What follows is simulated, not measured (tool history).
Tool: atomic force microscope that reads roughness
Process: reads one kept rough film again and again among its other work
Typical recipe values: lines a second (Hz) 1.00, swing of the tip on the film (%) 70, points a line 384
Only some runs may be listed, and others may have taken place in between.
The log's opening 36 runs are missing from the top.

run	day	lines a second (Hz)	swing of the tip on the film (%)	points a line	pictures with this tip	hours of work since the height scale was calibrated	roughness of the kept film (nm (root mean square))
# day 71.421: new tip fitted
37	71.421	2.43	80	384	0	2492	1.852
# day 73.892: new tip fitted
38	73.892	1.29	62	278	0	2531	2.194
39	76.142	1.29	62	278	94	2567	1.464
# day 76.362: new tip fitted
40	78.167	1.29	62	278	75	2599	1.599
# day 78.875: new tip fitted
41	79.838	1.57	69	278	41	2625	1.767
# day 81.317: new tip fitted
42	81.317	0.62	68	742	0	2648	2.278
43	83.650	3.31	70	688	98	2685	1.295
# day 83.908: new tip fitted
44	85.579	0.83	86	836	70	2716	1.598
# day 86.404: new tip fitted
45	88.312	0.83	86	836	80	2759	1.529
# day 88.983: new tip fitted
46	89.642	1.00	68	468	27	2780	1.980
47	91.288	1.00	68	468	96	2806	1.496
# day 91.562: new tip fitted
48	93.679	1.00	68	468	89	2844	1.518
# day 93.967: new tip fitted
49	94.946	1.00	68	468	41	2864	1.829

5 options for the next run, each taken on its own from the tool as it stands now. Forecast them:
# day 96.388: new tip fitted
A	97.312	0.73	81	605	39	2901	?
# day 96.388: new tip fitted
B	97.312	1.00	62	468	39	2901	?
# day 96.388: new tip fitted
C	97.312	3.90	85	468	39	2901	?
# day 96.388: new tip fitted
D	97.312	3.78	77	384	39	2901	?
# day 96.388: new tip fitted
E	97.312	3.10	58	376	39	2901	?

run	roughness of the kept film (nm (root mean square))
A	1.816
B	1.873
C	1.302
D	1.469
E	1.792
Had the tool no hidden state, the same runs would have come out as:
run	roughness of the kept film (nm (root mean square))
A	2.228
B	2.299
C	1.598
D	1.804
E	2.199
